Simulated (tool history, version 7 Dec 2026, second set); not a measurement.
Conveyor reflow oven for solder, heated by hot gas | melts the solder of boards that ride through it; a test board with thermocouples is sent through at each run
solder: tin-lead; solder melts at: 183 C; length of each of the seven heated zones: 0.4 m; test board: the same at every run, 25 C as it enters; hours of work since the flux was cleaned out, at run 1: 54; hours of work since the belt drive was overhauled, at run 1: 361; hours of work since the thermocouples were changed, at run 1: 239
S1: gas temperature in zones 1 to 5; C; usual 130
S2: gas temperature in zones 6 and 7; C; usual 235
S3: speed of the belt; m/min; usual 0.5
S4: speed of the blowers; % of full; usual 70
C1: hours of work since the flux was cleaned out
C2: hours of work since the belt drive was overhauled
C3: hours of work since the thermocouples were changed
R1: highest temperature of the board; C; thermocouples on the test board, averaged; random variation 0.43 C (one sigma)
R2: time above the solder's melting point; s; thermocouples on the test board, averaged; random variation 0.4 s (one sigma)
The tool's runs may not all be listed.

run 1 day=0 | S1=130 S2=235 S3=0.5 S4=70 | C1=54 C2=361 C3=239 | R1=220.2 R2=72.7
run 2 day=3.404 | S1=130 S2=235 S3=0.5 S4=70 | C1=91 C2=397 C3=276 | R1=220.7 R2=73.1
run 3 day=5.858 | S1=130 S2=235 S3=0.401 S4=70 | C1=118 C2=424 C3=302 | R1=226 R2=98.2
run 4 day=9.592 | S1=130 S2=235 S3=0.401 S4=74 | C1=158 C2=464 C3=343 | R1=227.2 R2=99.3
run 5 day=12.496 | S1=130 S2=235 S3=0.401 S4=74 | C1=190 C2=496 C3=374 | R1=227.6 R2=99.5
run 6 day=16.596 | S1=130 S2=235 S3=0.401 S4=74 | C1=234 C2=540 C3=419 | R1=227.2 R2=99.4
run 7 day=19.029 | S1=130 S2=248 S3=0.5 S4=70 | C1=261 C2=567 C3=445 | R1=231.7 R2=81.8
run 8 day=22.946 | S1=130 S2=248 S3=0.5 S4=70 | C1=303 C2=609 C3=488 | R1=232.8 R2=81.7
run 9 day=25.408 | S1=130 S2=235 S3=0.5 S4=70 | C1=330 C2=636 C3=514 | R1=220.6 R2=72.9
run 10 day=28.908 | S1=130 S2=235 S3=0.5 S4=70 | C1=368 C2=674 C3=552 | R1=220.4 R2=72.3
run 11 day=31.754 | S1=130 S2=235 S3=0.5 S4=70 | C1=399 C2=705 C3=583 | R1=220.5 R2=72.3
run 12 day=34.221 | S1=130 S2=235 S3=0.5 S4=70 | C1=425 C2=731 C3=610 | R1=220.5 R2=72.7
run 13 day=36.229 | S1=130 S2=235 S3=0.5 S4=70 | C1=447 C2=753 C3=632 | R1=220.3 R2=72.4
-- day=37.342 flux residue cleaned out of gas plates and filters
run 14 day=38.338 | S1=130 S2=235 S3=0.5 S4=70 | C1=11 C2=774 C3=652 | R1=220.2 R2=72.1
run 15 day=41.062 | S1=130 S2=235 S3=0.5 S4=70 | C1=40 C2=803 C3=682 | R1=220.9 R2=72.9
run 16 day=42.921 | S1=130 S2=224 S3=0.595 S4=70 | C1=60 C2=824 C3=702 | R1=205.8 R2=44.4
run 17 day=45.442 | S1=130 S2=224 S3=0.595 S4=70 | C1=88 C2=851 C3=729 | R1=204.7 R2=44.8
run 18 day=47.229 | S1=144 S2=228 S3=0.595 S4=70 | C1=107 C2=870 C3=749 | R1=211 R2=57.4
run 19 day=50.15 | S1=140 S2=235 S3=0.5 S4=79 | C1=139 C2=902 C3=780 | R1=223.7 R2=80.4
run 20 day=54.071 | S1=140 S2=235 S3=0.5 S4=79 | C1=181 C2=944 C3=823 | R1=224 R2=80.1
run 21 day=56.017 | S1=144 S2=241 S3=0.5 S4=79 | C1=202 C2=966 C3=844 | R1=228.8 R2=86.3
run 22 day=58.567 | S1=124 S2=224 S3=0.58 S4=53 | C1=230 C2=993 C3=871 | R1=197.9 R2=32.9
run 23 day=60.317 | S1=124 S2=249 S3=0.58 S4=53 | C1=249 C2=1012 C3=890 | R1=219.1 R2=57.8

Forecast run 24:
run 24 day=64.288 | S1=124 S2=249 S3=0.58 S4=53 | C1=292 C2=1055 C3=933 | R1=? R2=?

{"run 24": {"R1": 218.8, "R2": 57}}
Without the tool's hidden state the same run would have given R1 218.8 C, R2 57.1 s.
